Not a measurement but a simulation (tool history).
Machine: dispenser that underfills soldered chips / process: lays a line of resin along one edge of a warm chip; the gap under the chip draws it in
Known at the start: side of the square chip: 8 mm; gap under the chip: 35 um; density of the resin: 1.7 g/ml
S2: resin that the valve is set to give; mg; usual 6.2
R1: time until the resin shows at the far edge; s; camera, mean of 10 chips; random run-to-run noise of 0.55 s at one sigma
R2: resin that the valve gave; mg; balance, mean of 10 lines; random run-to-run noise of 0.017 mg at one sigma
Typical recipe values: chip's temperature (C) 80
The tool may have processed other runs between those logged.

Run 1, hour 0: usual settings. Result: R1 45.9 s, R2 6.24 mg.
At hour 7.7: new syringe of resin.
Run 2, hour 8.3: usual settings. Result: R1 46.1 s, R2 6.21 mg.
Run 3, hour 15: usual settings but S2 7.31 mg. Result: R1 69.7 s, R2 7.29 mg.
At hour 16.1: new syringe of resin.
Run 4, hour 21.6: usual settings. Result: R1 63.5 s, R2 6.15 mg.
At hour 24.6: new syringe of resin.
Run 5, hour 27.6: usual settings. Result: R1 53.7 s, R2 6.14 mg.
At hour 32.5: new syringe of resin.
Run 6, hour 34: usual settings. Result: R1 49.2 s, R2 6.13 mg.
Run 7, hour 39.7: usual settings but S2 6.15 mg. Result: R1 70.1 s, R2 6.1 mg.
At hour 40.5: new syringe of resin.
Run 8, hour 48: usual settings but chip's temperature (C) 91, S2 6.84 mg. Result: R1 52.5 s, R2 6.77 mg.
At hour 49.2: new syringe of resin.
Run 9, hour 56.5: usual settings but chip's temperature (C) 83, S2 7.41 mg. Result: R1 63.9 s, R2 7.32 mg.
At hour 57.2: new syringe of resin.
Run 10, hour 61.2: usual settings but chip's temperature (C) 83, S2 7.41 mg. Result: R1 51.4 s, R2 7.32 mg.
At hour 64.8: dispensing valve cleaned and set on the balance.
At hour 66.6: new syringe of resin.
Run 11, hour 67.4: usual settings but chip's temperature (C) 83, S2 7.41 mg. Result: R1 40.9 s, R2 7.39 mg.
Run 12, hour 73: usual settings but chip's temperature (C) 87, S2 6.99 mg. Result: R1 54.5 s, R2 6.97 mg.
At hour 74.6: new syringe of resin.
At hour 82.7: new syringe of resin.
Run 13, hour 83.7: usual settings but chip's temperature (C) 73, S2 6.66 mg. Result: R1 55.7 s, R2 6.56 mg.

Here are 3 independent what-if runs from the current tool condition. What would each one return?
Run A, hour 89.4: usual settings but chip's temperature (C) 67. Result: R1 ?, R2 ?.
Run B, hour 89.4: usual settings but chip's temperature (C) 74, S2 6.43 mg. Result: R1 ?, R2 ?.
Run C, hour 89.4: usual settings but chip's temperature (C) 69, S2 6.5 mg. Result: R1 ?, R2 ?.

run    R1    R2
  A  97.5  6.13
  B  80.4  6.35
  C  92.1  6.44
What these runs would have given with no unlogged condition in the tool:
run    R1    R2
  A  67.5  6.19
  B  55.5  6.41
  C    64   6.5
